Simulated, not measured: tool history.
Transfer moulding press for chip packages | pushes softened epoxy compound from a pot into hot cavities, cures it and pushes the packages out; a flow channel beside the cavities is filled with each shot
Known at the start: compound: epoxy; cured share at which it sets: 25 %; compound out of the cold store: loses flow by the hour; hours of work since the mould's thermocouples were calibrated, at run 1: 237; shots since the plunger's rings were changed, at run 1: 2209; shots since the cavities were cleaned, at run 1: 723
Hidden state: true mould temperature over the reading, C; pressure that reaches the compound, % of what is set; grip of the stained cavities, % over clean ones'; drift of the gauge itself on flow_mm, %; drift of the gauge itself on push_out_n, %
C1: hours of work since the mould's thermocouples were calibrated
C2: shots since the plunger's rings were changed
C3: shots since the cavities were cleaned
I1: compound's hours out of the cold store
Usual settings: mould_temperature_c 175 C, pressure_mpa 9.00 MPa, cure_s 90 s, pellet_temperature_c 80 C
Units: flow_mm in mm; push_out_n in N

{"run": 1, "day": 0.0, "mould_temperature_c": 175, "pressure_mpa": 9.0, "cure_s": 90, "pellet_temperature_c": 80, "C1": 237, "C2": 2209, "C3": 723, "I1": 20.0, "flow_mm": 536, "push_out_n": 741}
{"day": 1.504, "done": "cavities cleaned with cleaning compound and waxed"}
{"run": 2, "day": 2.667, "mould_temperature_c": 175, "pressure_mpa": 9.0, "cure_s": 90, "pellet_temperature_c": 80, "C1": 281, "C2": 3061, "C3": 381, "I1": 27.6, "flow_mm": 508, "push_out_n": 647}
{"day": 3.304, "done": "plunger's sealing rings changed"}
{"run": 3, "day": 5.233, "mould_temperature_c": 175, "pressure_mpa": 9.0, "cure_s": 90, "pellet_temperature_c": 80, "C1": 322, "C2": 632, "C3": 1186, "I1": 31.3, "flow_mm": 504, "push_out_n": 742}
{"day": 5.617, "done": "cavities cleaned with cleaning compound and waxed"}
{"run": 4, "day": 8.85, "mould_temperature_c": 175, "pressure_mpa": 8.08, "cure_s": 90, "pellet_temperature_c": 80, "C1": 382, "C2": 1794, "C3": 1057, "I1": 46.7, "flow_mm": 428, "push_out_n": 702}
{"day": 9.342, "done": "cavities cleaned with cleaning compound and waxed"}
{"run": 5, "day": 10.671, "mould_temperature_c": 175, "pressure_mpa": 8.08, "cure_s": 90, "pellet_temperature_c": 80, "C1": 412, "C2": 2369, "C3": 435, "I1": 35.2, "flow_mm": 459, "push_out_n": 607}
{"run": 6, "day": 12.942, "mould_temperature_c": 175, "pressure_mpa": 9.0, "cure_s": 90, "pellet_temperature_c": 80, "C1": 451, "C2": 3112, "C3": 1178, "I1": 13.7, "flow_mm": 551, "push_out_n": 805}
{"day": 13.258, "done": "cavities cleaned with cleaning compound and waxed"}
{"day": 13.629, "done": "plunger's sealing rings changed"}
{"run": 7, "day": 14.717, "mould_temperature_c": 175, "pressure_mpa": 9.0, "cure_s": 90, "pellet_temperature_c": 80, "C1": 478, "C2": 355, "C3": 442, "I1": 44.5, "flow_mm": 465, "push_out_n": 601}
{"day": 16.967, "done": "mould's thermocouples calibrated"}
{"day": 17.279, "done": "cavities cleaned with cleaning compound and waxed"}
{"run": 8, "day": 18.188, "mould_temperature_c": 182, "pressure_mpa": 9.0, "cure_s": 90, "pellet_temperature_c": 80, "C1": 20, "C2": 1443, "C3": 298, "I1": 27.9, "flow_mm": 500, "push_out_n": 446}
{"day": 21.025, "done": "cavities cleaned with cleaning compound and waxed"}
{"run": 9, "day": 21.417, "mould_temperature_c": 169, "pressure_mpa": 9.0, "cure_s": 90, "pellet_temperature_c": 80, "C1": 73, "C2": 2478, "C3": 127, "I1": 21.4, "flow_mm": 540, "push_out_n": 838}
{"day": 23.854, "done": "plunger's sealing rings changed"}
{"day": 25.071, "done": "cavities cleaned with cleaning compound and waxed"}
{"run": 10, "day": 25.254, "mould_temperature_c": 169, "pressure_mpa": 9.0, "cure_s": 90, "pellet_temperature_c": 80, "C1": 135, "C2": 437, "C3": 60, "I1": 38.5, "flow_mm": 491, "push_out_n": 676}
{"run": 11, "day": 27.133, "mould_temperature_c": 169, "pressure_mpa": 9.0, "cure_s": 90, "pellet_temperature_c": 80, "C1": 167, "C2": 1052, "C3": 675, "I1": 44.7, "flow_mm": 471, "push_out_n": 1059}
{"day": 28.933, "done": "cavities cleaned with cleaning compound and waxed"}
{"run": 12, "day": 29.758, "mould_temperature_c": 169, "pressure_mpa": 9.0, "cure_s": 90, "pellet_temperature_c": 80, "C1": 210, "C2": 1890, "C3": 270, "I1": 38.4, "flow_mm": 488, "push_out_n": 903}
{"day": 32.842, "done": "cavities cleaned with cleaning compound and waxed"}
{"run": 13, "day": 33.112, "mould_temperature_c": 169, "pressure_mpa": 9.0, "cure_s": 90, "pellet_temperature_c": 80, "C1": 266, "C2": 2967, "C3": 89, "I1": 33.3, "flow_mm": 499, "push_out_n": 744}
{"day": 34.246, "done": "plunger's sealing rings changed"}
{"run": 14, "day": 35.262, "mould_temperature_c": 169, "pressure_mpa": 9.0, "cure_s": 90, "pellet_temperature_c": 80, "C1": 300, "C2": 334, "C3": 759, "I1": 23.1, "flow_mm": 542, "push_out_n": 1148}
{"day": 36.879, "done": "cavities cleaned with cleaning compound and waxed"}
{"run": 15, "day": 37.388, "mould_temperature_c": 175, "pressure_mpa": 8.27, "cure_s": 90, "pellet_temperature_c": 80, "C1": 335, "C2": 1007, "C3": 166, "I1": 41.6, "flow_mm": 449, "push_out_n": 516}
{"run": 16, "day": 39.708, "mould_temperature_c": 175, "pressure_mpa": 8.27, "cure_s": 101, "pellet_temperature_c": 88, "C1": 374, "C2": 1766, "C3": 925, "I1": 42.0, "flow_mm": 446, "push_out_n": 576}

Forecast run 17:
{"day": 40.696, "done": "cavities cleaned with cleaning compound and waxed"}
{"run": 17, "day": 43.25, "mould_temperature_c": 175, "pressure_mpa": 8.27, "cure_s": 101, "pellet_temperature_c": 88, "C1": 433, "C2": 2903, "C3": 834, "I1": 21.7, "flow_mm": "?", "push_out_n": "?"}

Run 17 gave flow_mm 503 mm, push_out_n 585 N.
Without the tool's hidden state the same run would have given flow_mm 516 mm, push_out_n 337 N.

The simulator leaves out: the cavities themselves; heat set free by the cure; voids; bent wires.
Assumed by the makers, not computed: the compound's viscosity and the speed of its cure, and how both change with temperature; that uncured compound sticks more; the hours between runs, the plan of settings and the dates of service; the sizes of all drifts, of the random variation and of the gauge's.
